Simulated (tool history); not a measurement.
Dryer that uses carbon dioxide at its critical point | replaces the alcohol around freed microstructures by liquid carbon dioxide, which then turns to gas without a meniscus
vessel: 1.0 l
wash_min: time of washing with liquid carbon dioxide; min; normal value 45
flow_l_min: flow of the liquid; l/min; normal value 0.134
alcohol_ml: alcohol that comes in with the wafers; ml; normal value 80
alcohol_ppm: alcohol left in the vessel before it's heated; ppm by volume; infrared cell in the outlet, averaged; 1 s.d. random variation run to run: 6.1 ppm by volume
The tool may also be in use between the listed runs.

run 1 hour=0 | wash_min=45 flow_l_min=0.134 alcohol_ml=80 | alcohol_ppm=341
run 2 hour=9.1 | wash_min=45 flow_l_min=0.134 alcohol_ml=80 | alcohol_ppm=353
run 3 hour=17.9 | wash_min=45 flow_l_min=0.134 alcohol_ml=80 | alcohol_ppm=351
run 4 hour=25.9 | wash_min=45 flow_l_min=0.134 alcohol_ml=80 | alcohol_ppm=351
run 5 hour=32.6 | wash_min=45 flow_l_min=0.134 alcohol_ml=80 | alcohol_ppm=368
run 6 hour=41 | wash_min=45 flow_l_min=0.134 alcohol_ml=75 | alcohol_ppm=327
run 7 hour=47.4 | wash_min=45 flow_l_min=0.134 alcohol_ml=75 | alcohol_ppm=340

What does the tool deliver on the next run?
run 8 hour=54.6 | wash_min=44 flow_l_min=0.134 alcohol_ml=75 | alcohol_ppm=?

alcohol_ppm: 384 ppm by volume
Without the tool's hidden state the same run would have given alcohol_ppm 251 ppm by volume.
